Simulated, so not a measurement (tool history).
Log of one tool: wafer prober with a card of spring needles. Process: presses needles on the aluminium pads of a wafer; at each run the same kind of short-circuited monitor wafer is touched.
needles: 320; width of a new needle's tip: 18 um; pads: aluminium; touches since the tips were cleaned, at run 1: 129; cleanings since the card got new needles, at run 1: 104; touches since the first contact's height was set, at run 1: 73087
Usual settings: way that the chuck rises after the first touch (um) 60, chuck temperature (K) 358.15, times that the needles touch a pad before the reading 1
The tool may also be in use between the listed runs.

run    hour  way that the chuck rises after the first touch (um)  chuck temperature (K)  times that the needles touch a pad before the reading  touches since the tips were cleaned  cleanings since the card got new needles  touches since the first contact's height was set  resistance of one needle with its contact and lead (mohm)  way that a needle slides on the pad (um)
  1     0.0                                                   60                 358.15                                                      1                                  129                                       104                                             73087                                                        259                                     12.04
       10.7  -- tips cleaned on abrasive film
       24.1  -- tips cleaned on abrasive film
       37.5  -- tips cleaned on abrasive film
       48.3  -- tips cleaned on abrasive film
       59.0  -- tips cleaned on abrasive film
       72.4  -- tips cleaned on abrasive film
       72.7  -- height of the first contact set anew
  2    73.1                                                   60                 358.15                                                      1                                  153                                       110                                               153                                                        250                                     12.24
       83.8  -- tips cleaned on abrasive film
       94.5  -- tips cleaned on abrasive film
      107.9  -- tips cleaned on abrasive film
      119.1  -- tips cleaned on abrasive film
  3   119.1                                                   60                 358.15                                                      1                                    0                                       114                                             17069                                                        234                                     12.18
      132.5  -- tips cleaned on abrasive film
      143.2  -- tips cleaned on abrasive film
      156.6  -- tips cleaned on abrasive film
      167.3  -- tips cleaned on abrasive film
      180.7  -- tips cleaned on abrasive film
  4   183.2                                                   43                 358.15                                                      1                                  915                                       119                                             40660                                                        413                                      8.63
      193.9  -- tips cleaned on abrasive film
      207.3  -- tips cleaned on abrasive film
      218.1  -- tips cleaned on abrasive film
      228.8  -- tips cleaned on abrasive film
  5   233.3                                                   60                 358.15                                                      1                                 1683                                       123                                             59104                                                        351                                     12.11
      241.4  -- tips cleaned on abrasive film
      252.1  -- tips cleaned on abrasive film
      265.5  -- tips cleaned on abrasive film
      278.9  -- tips cleaned on abrasive film
      289.7  -- tips cleaned on abrasive film
      302.3  -- tips cleaned on abrasive film
  6   302.3                                                   60                 358.15                                                      1                                    0                                       129                                             84451                                                        234                                     11.99
      313.0  -- tips cleaned on abrasive film
      326.4  -- tips cleaned on abrasive film
      337.1  -- tips cleaned on abrasive film
      342.8  -- height of the first contact set anew
      350.8  -- tips cleaned on abrasive film
  7   352.6                                                   60                 358.15                                                      1                                  642                                       133                                              3601                                                        306                                     12.19
      363.3  -- tips cleaned on abrasive film
      374.0  -- tips cleaned on abrasive film
      387.4  -- tips cleaned on abrasive film
      398.2  -- tips cleaned on abrasive film
      408.9  -- tips cleaned on abrasive film
  8   416.5                                                   60                 358.15                                                      1                                 2834                                       138                                             27140                                                        396                                     12.16
      422.0  -- tips cleaned on abrasive film
      435.3  -- tips cleaned on abrasive film
      446.1  -- tips cleaned on abrasive film
      459.5  -- tips cleaned on abrasive film
      470.2  -- tips cleaned on abrasive film
  9   472.9                                                   60                 358.15                                                      1                                  997                                       143                                             47855                                                        320                                     12.11
      481.1  -- tips cleaned on abrasive film
      494.5  -- tips cleaned on abrasive film
      507.9  -- tips cleaned on abrasive film
      518.7  -- tips cleaned on abrasive film
      532.0  -- tips cleaned on abrasive film
 10   534.4                                                   60                 358.15                                                      1                                  873                                       148                                             70480                                                        317                                     12.05
      545.1  -- tips cleaned on abrasive film
      558.5  -- tips cleaned on abrasive film
 11   566.4                                                   60                 358.15                                                      2                                 2921                                       150                                             82274                                                        335                                     12.01
      571.8  -- tips cleaned on abrasive film
      582.5  -- tips cleaned on abrasive film
      593.3  -- tips cleaned on abrasive film
      604.0  -- tips cleaned on abrasive film
      614.9  -- height of the first contact set anew
      617.7  -- tips cleaned on abrasive film
      628.4  -- tips cleaned on abrasive film
 12   635.9                                                   60                 358.15                                                      1                                 2758                                       156                                              7688                                                        403                                     12.20
      641.3  -- tips cleaned on abrasive film
      654.7  -- tips cleaned on abrasive film
      665.4  -- tips cleaned on abrasive film
      678.8  -- tips cleaned on abrasive film
 13   686.2                                                   60                 325.15                                                      1                                 2725                                       160                                             26189                                                        417                                     12.20
      691.6  -- tips cleaned on abrasive film
      705.0  -- tips cleaned on abrasive film
      718.4  -- tips cleaned on abrasive film
      729.1  -- tips cleaned on abrasive film
      739.8  -- tips cleaned on abrasive film
      753.2  -- tips cleaned on abrasive film
 14   761.4                                                   41                 325.15                                                      2                                 3045                                       166                                             53882                                                        485                                      8.19
      764.2  -- tips cleaned on abrasive film
      774.9  -- tips cleaned on abrasive film
      788.3  -- tips cleaned on abrasive film
      799.1  -- tips cleaned on abrasive film
 15   807.5                                                   41                 325.15                                                      2                                 3140                                       170                                             70834                                                        474                                      8.24
      810.3  -- tips cleaned on abrasive film
      821.0  -- tips cleaned on abrasive film
      831.8  -- tips cleaned on abrasive film
      845.2  -- tips cleaned on abrasive film
      855.9  -- tips cleaned on abrasive film
      869.3  -- tips cleaned on abrasive film
 16   875.3                                                   41                 324.15                                                      1                                 2223                                       176                                             95731                                                        608                                      8.17
      880.7  -- tips cleaned on abrasive film
      886.3  -- height of the first contact set anew
      891.7  -- tips cleaned on abrasive film
      905.1  -- tips cleaned on abrasive film
      915.8  -- tips cleaned on abrasive film
      929.2  -- tips cleaned on abrasive film
 17   937.2                                                   59                 317.15                                                      2                                 2952                                       181                                             18727                                                        343                                     11.95
      942.6  -- tips cleaned on abrasive film
      956.0  -- tips cleaned on abrasive film
      969.4  -- tips cleaned on abrasive film
      982.8  -- tips cleaned on abrasive film
      993.5  -- tips cleaned on abrasive film
 18  1002.0                                                   74                 301.15                                                      1                                 3156                                       186                                             42588                                                        360                                     14.95
     1004.8  -- tips cleaned on abrasive film
     1015.5  -- tips cleaned on abrasive film
     1028.9  -- tips cleaned on abrasive film
     1042.3  -- tips cleaned on abrasive film
 19  1047.0                                                   52                 346.15                                                      2                                 1754                                       190                                             59132                                                        357                                     10.47
     1055.1  -- tips cleaned on abrasive film
     1065.9  -- tips cleaned on abrasive film
     1079.2  -- tips cleaned on abrasive film
     1090.0  -- tips cleaned on abrasive film
     1103.4  -- tips cleaned on abrasive film
 20  1107.9                                                   52                 314.15                                                      1                                 1669                                       195                                             81505                                                        420                                     10.40
     1115.9  -- tips cleaned on abrasive film
     1129.3  -- tips cleaned on abrasive film
     1140.1  -- tips cleaned on abrasive film
     1150.8  -- tips cleaned on abrasive film
 21  1151.8                                                   44                 319.15                                                      2                                  358                                       199                                             97637                                                        302                                      8.71
     1157.4  -- height of the first contact set anew
     1162.8  -- tips cleaned on abrasive film
     1173.5  -- tips cleaned on abrasive film
     1184.3  -- tips cleaned on abrasive film
     1197.7  -- tips cleaned on abrasive film
     1211.1  -- tips cleaned on abrasive film
     1222.4  -- tips cleaned on abrasive film
 22  1222.4                                                   44                 319.15                                                      2                                    0                                       205                                             23907                                                        252                                      8.98
     1235.8  -- tips cleaned on abrasive film
     1246.6  -- tips cleaned on abrasive film
     1260.0  -- tips cleaned on abrasive film
     1273.3  -- tips cleaned on abrasive film
 23  1283.0                                                   47                 303.15                                                      2                                 3562                                       209                                             46198                                                        449                                      9.50
     1285.7  -- tips cleaned on abrasive film
     1296.4  -- tips cleaned on abrasive film
     1309.8  -- tips cleaned on abrasive film
     1323.2  -- tips cleaned on abrasive film
     1334.0  -- tips cleaned on abrasive film
 24  1337.5                                                   66                 332.15                                                      2                                 1329                                       214                                             66260                                                        286                                     13.31

4 ways to go on from here, each from the tool as it stands after run 24. What would each give?
     1345.6  -- tips cleaned on abrasive film
     1359.0  -- tips cleaned on abrasive film
     1369.7  -- tips cleaned on abrasive film
     1380.5  -- tips cleaned on abrasive film
     1391.2  -- tips cleaned on abrasive film
  A  1393.4                                                   60                 300.15                                                      1                                  800                                       219                                             86778                                                          ?                                         ?
     1345.6  -- tips cleaned on abrasive film
     1359.0  -- tips cleaned on abrasive film
     1369.7  -- tips cleaned on abrasive film
     1380.5  -- tips cleaned on abrasive film
     1391.2  -- tips cleaned on abrasive film
  B  1393.4                                                   57                 332.15                                                      1                                  800                                       219                                             86778                                                          ?                                         ?
     1345.6  -- tips cleaned on abrasive film
     1359.0  -- tips cleaned on abrasive film
     1369.7  -- tips cleaned on abrasive film
     1380.5  -- tips cleaned on abrasive film
     1391.2  -- tips cleaned on abrasive film
  C  1393.4                                                   57                 340.15                                                      2                                  800                                       219                                             86778                                                          ?                                         ?
     1345.6  -- tips cleaned on abrasive film
     1359.0  -- tips cleaned on abrasive film
     1369.7  -- tips cleaned on abrasive film
     1380.5  -- tips cleaned on abrasive film
     1391.2  -- tips cleaned on abrasive film
  D  1393.4                                                   77                 339.15                                                      2                                  800                                       219                                             86778                                                          ?                                         ?

run  resistance of one needle with its contact and lead (mohm)  way that a needle slides on the pad (um)
  A                                                        318                                     11.96
  B                                                        339                                     11.45
  C                                                        294                                     11.41
  D                                                        249                                     15.54
Without the tool's hidden state the same runs would have given:
run  resistance of one needle with its contact and lead (mohm)  way that a needle slides on the pad (um)
  A                                                        207                                     12.18
  B                                                        220                                     11.67
  C                                                        222                                     11.62
  D                                                        209                                     15.76

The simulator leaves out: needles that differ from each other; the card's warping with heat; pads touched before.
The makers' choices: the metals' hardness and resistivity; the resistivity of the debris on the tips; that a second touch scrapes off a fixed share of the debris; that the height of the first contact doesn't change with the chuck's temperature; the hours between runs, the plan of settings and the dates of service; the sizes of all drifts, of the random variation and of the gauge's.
